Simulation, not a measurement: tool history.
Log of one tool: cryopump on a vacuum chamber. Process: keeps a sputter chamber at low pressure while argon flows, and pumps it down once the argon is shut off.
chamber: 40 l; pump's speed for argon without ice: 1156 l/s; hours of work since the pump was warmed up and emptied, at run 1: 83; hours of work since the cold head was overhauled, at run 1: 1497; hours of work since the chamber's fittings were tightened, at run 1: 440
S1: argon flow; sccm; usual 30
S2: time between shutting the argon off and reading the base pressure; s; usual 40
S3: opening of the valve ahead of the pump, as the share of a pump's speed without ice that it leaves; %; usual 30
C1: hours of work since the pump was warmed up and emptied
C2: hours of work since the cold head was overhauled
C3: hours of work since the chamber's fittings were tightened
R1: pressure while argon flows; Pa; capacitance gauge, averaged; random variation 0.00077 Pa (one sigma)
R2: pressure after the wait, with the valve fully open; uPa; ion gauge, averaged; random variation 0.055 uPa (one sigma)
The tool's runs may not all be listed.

{"run": 1, "hour": 0.0, "S1": 30, "S2": 40, "S3": 30, "C1": 83, "C2": 1497, "C3": 440, "R1": 0.149, "R2": 3.55}
{"run": 2, "hour": 37.8, "S1": 30, "S2": 40, "S3": 43, "C1": 110, "C2": 1524, "C3": 467, "R1": 0.1043, "R2": 3.61}
{"run": 3, "hour": 105.3, "S1": 30, "S2": 40, "S3": 17, "C1": 158, "C2": 1572, "C3": 515, "R1": 0.261, "R2": 3.51}
{"run": 4, "hour": 164.3, "S1": 30, "S2": 45, "S3": 30, "C1": 200, "C2": 1614, "C3": 557, "R1": 0.1507, "R2": 3.19}
{"run": 5, "hour": 215.8, "S1": 30, "S2": 45, "S3": 30, "C1": 236, "C2": 1651, "C3": 593, "R1": 0.1507, "R2": 3.22}
{"run": 6, "hour": 254.7, "S1": 30, "S2": 40, "S3": 30, "C1": 264, "C2": 1678, "C3": 621, "R1": 0.1494, "R2": 3.61}
{"run": 7, "hour": 320.5, "S1": 30, "S2": 40, "S3": 30, "C1": 311, "C2": 1725, "C3": 668, "R1": 0.1502, "R2": 3.73}
{"run": 8, "hour": 380.4, "S1": 30, "S2": 40, "S3": 30, "C1": 353, "C2": 1767, "C3": 710, "R1": 0.1517, "R2": 3.63}
{"run": 9, "hour": 417.1, "S1": 30, "S2": 40, "S3": 30, "C1": 380, "C2": 1794, "C3": 736, "R1": 0.1527, "R2": 3.67}
{"run": 10, "hour": 484.6, "S1": 30, "S2": 40, "S3": 30, "C1": 427, "C2": 1841, "C3": 784, "R1": 0.1522, "R2": 3.64}
{"run": 11, "hour": 550.5, "S1": 30, "S2": 40, "S3": 30, "C1": 474, "C2": 1888, "C3": 831, "R1": 0.1548, "R2": 3.61}
{"run": 12, "hour": 612.6, "S1": 30, "S2": 40, "S3": 30, "C1": 518, "C2": 1932, "C3": 875, "R1": 0.1561, "R2": 3.77}
{"run": 13, "hour": 670.0, "S1": 30, "S2": 40, "S3": 30, "C1": 559, "C2": 1973, "C3": 916, "R1": 0.1567, "R2": 3.74}
{"run": 14, "hour": 697.9, "S1": 30, "S2": 40, "S3": 30, "C1": 579, "C2": 1993, "C3": 936, "R1": 0.1556, "R2": 3.72}
{"run": 15, "hour": 749.9, "S1": 30, "S2": 40, "S3": 30, "C1": 616, "C2": 2030, "C3": 973, "R1": 0.1556, "R2": 3.67}
{"run": 16, "hour": 781.0, "S1": 30, "S2": 40, "S3": 30, "C1": 638, "C2": 2052, "C3": 995, "R1": 0.1572, "R2": 3.88}
{"hour": 826.6, "done": "pump warmed up, emptied and cooled again"}
{"run": 17, "hour": 843.0, "S1": 27, "S2": 40, "S3": 30, "C1": 12, "C2": 2093, "C3": 1035, "R1": 0.1323, "R2": 3.69}
{"run": 18, "hour": 876.4, "S1": 30, "S2": 121, "S3": 27, "C1": 35, "C2": 2116, "C3": 1059, "R1": 0.1637, "R2": 1.6}
{"run": 19, "hour": 910.4, "S1": 14, "S2": 23, "S3": 30, "C1": 60, "C2": 2140, "C3": 1083, "R1": 0.0689, "R2": 6.09}
{"run": 20, "hour": 966.5, "S1": 24, "S2": 93, "S3": 32, "C1": 99, "C2": 2180, "C3": 1123, "R1": 0.1114, "R2": 1.92}
{"run": 21, "hour": 994.6, "S1": 24, "S2": 93, "S3": 32, "C1": 119, "C2": 2200, "C3": 1143, "R1": 0.1109, "R2": 1.97}
{"run": 22, "hour": 1045.4, "S1": 24, "S2": 93, "S3": 32, "C1": 155, "C2": 2236, "C3": 1179, "R1": 0.1132, "R2": 1.93}
{"run": 23, "hour": 1090.8, "S1": 46, "S2": 40, "S3": 56, "C1": 188, "C2": 2269, "C3": 1211, "R1": 0.126, "R2": 3.77}
{"run": 24, "hour": 1124.3, "S1": 30, "S2": 34, "S3": 30, "C1": 212, "C2": 2292, "C3": 1235, "R1": 0.1505, "R2": 4.31}
{"run": 25, "hour": 1181.8, "S1": 17, "S2": 105, "S3": 22, "C1": 252, "C2": 2333, "C3": 1276, "R1": 0.1155, "R2": 1.77}
{"run": 26, "hour": 1244.8, "S1": 48, "S2": 120, "S3": 22, "C1": 297, "C2": 2378, "C3": 1321, "R1": 0.3271, "R2": 1.68}
{"run": 27, "hour": 1292.6, "S1": 31, "S2": 62, "S3": 30, "C1": 331, "C2": 2412, "C3": 1355, "R1": 0.158, "R2": 2.71}
{"run": 28, "hour": 1344.0, "S1": 31, "S2": 62, "S3": 30, "C1": 368, "C2": 2449, "C3": 1391, "R1": 0.157, "R2": 2.71}
{"run": 29, "hour": 1391.4, "S1": 31, "S2": 62, "S3": 30, "C1": 401, "C2": 2482, "C3": 1425, "R1": 0.1577, "R2": 2.78}
{"run": 30, "hour": 1423.0, "S1": 31, "S2": 62, "S3": 30, "C1": 424, "C2": 2505, "C3": 1447, "R1": 0.1584, "R2": 2.73}
{"run": 31, "hour": 1485.2, "S1": 31, "S2": 67, "S3": 31, "C1": 468, "C2": 2549, "C3": 1492, "R1": 0.1548, "R2": 2.59}
{"run": 32, "hour": 1524.1, "S1": 18, "S2": 40, "S3": 53, "C1": 496, "C2": 2577, "C3": 1519, "R1": 0.0554, "R2": 3.84}
{"run": 33, "hour": 1574.2, "S1": 18, "S2": 40, "S3": 53, "C1": 531, "C2": 2612, "C3": 1555, "R1": 0.0551, "R2": 3.83}

5 ways to go on from here, each from the tool as it stands after run 33. What would each give?
{"run": "A", "hour": 1627.8, "S1": 30, "S2": 179, "S3": 30, "C1": 569, "C2": 2650, "C3": 1593, "R1": "?", "R2": "?"}
{"run": "B", "hour": 1627.8, "S1": 32, "S2": 43, "S3": 53, "C1": 569, "C2": 2650, "C3": 1593, "R1": "?", "R2": "?"}
{"run": "C", "hour": 1627.8, "S1": 22, "S2": 62, "S3": 21, "C1": 569, "C2": 2650, "C3": 1593, "R1": "?", "R2": "?"}
{"run": "D", "hour": 1627.8, "S1": 18, "S2": 40, "S3": 48, "C1": 569, "C2": 2650, "C3": 1593, "R1": "?", "R2": "?"}
{"run": "E", "hour": 1627.8, "S1": 15, "S2": 156, "S3": 40, "C1": 569, "C2": 2650, "C3": 1593, "R1": "?", "R2": "?"}

run=A R1=0.1576 R2=1.52
run=B R1=0.0988 R2=3.68
run=C R1=0.1598 R2=2.91
run=D R1=0.0616 R2=3.89
run=E R1=0.0598 R2=1.61
Without the tool's hidden state the same runs would have given:
run=A R1=0.1477 R2=1
run=B R1=0.0883 R2=3.17
run=C R1=0.1526 R2=2.39
run=D R1=0.0557 R2=3.39
run=E R1=0.0549 R2=1.08
